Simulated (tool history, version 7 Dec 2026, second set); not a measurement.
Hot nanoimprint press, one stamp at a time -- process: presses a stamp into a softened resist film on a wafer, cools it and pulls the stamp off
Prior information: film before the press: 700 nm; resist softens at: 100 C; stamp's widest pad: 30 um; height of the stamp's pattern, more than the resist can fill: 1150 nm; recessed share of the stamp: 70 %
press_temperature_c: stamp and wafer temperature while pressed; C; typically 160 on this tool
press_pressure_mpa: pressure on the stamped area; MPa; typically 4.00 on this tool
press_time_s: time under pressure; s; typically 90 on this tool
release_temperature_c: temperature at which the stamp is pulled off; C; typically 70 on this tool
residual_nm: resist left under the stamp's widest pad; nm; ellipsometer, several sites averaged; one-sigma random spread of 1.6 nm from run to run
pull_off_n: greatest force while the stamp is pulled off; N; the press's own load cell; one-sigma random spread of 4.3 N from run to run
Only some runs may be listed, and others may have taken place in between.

run	hour	press_temperature_c	press_pressure_mpa	press_time_s	release_temperature_c	residual_nm	pull_off_n
1	0.0	160	4.00	90	70	272.6	227
2	7.5	160	4.00	90	70	271.4	231
3	17.2	160	4.00	90	70	272.1	218
4	22.9	160	4.00	90	70	273.4	234
5	31.3	160	4.00	90	70	274.0	227
6	42.1	160	4.00	90	70	273.4	235
7	50.0	160	4.00	96	70	268.2	234
8	58.7	160	4.00	90	72	277.0	218
# hour 62.4: plate thermocouple calibrated
9	71.0	160	4.00	114	70	255.3	234
10	76.2	160	4.00	114	70	257.9	231
# hour 85.6: plate thermocouple calibrated, once more
11	90.3	157	3.36	90	70	325.4	227
12	102.0	157	3.36	90	70	326.2	232
13	108.7	167	3.76	153	76	163.5	214
14	114.8	160	4.48	90	70	255.7	231
15	124.3	162	2.43	60	72	359.5	227
16	132.3	166	5.14	132	68	156.5	245

Each row is a separate what-if for the run after 16, all from the same tool condition, not one after another. Results?
A	142.7	160	6.07	57	59	?	?
B	142.7	167	2.43	46	70	?	?
C	142.7	171	2.45	132	68	?	?
D	142.7	166	2.45	83	57	?	?

run	residual_nm	pull_off_n
A	263.1	277
B	333.4	239
C	188.7	233
D	272.7	273
What these runs would have given with no unlogged condition in the tool:
run	residual_nm	pull_off_n
A	252.7	245
B	326.0	211
C	184.0	207
D	266.0	242

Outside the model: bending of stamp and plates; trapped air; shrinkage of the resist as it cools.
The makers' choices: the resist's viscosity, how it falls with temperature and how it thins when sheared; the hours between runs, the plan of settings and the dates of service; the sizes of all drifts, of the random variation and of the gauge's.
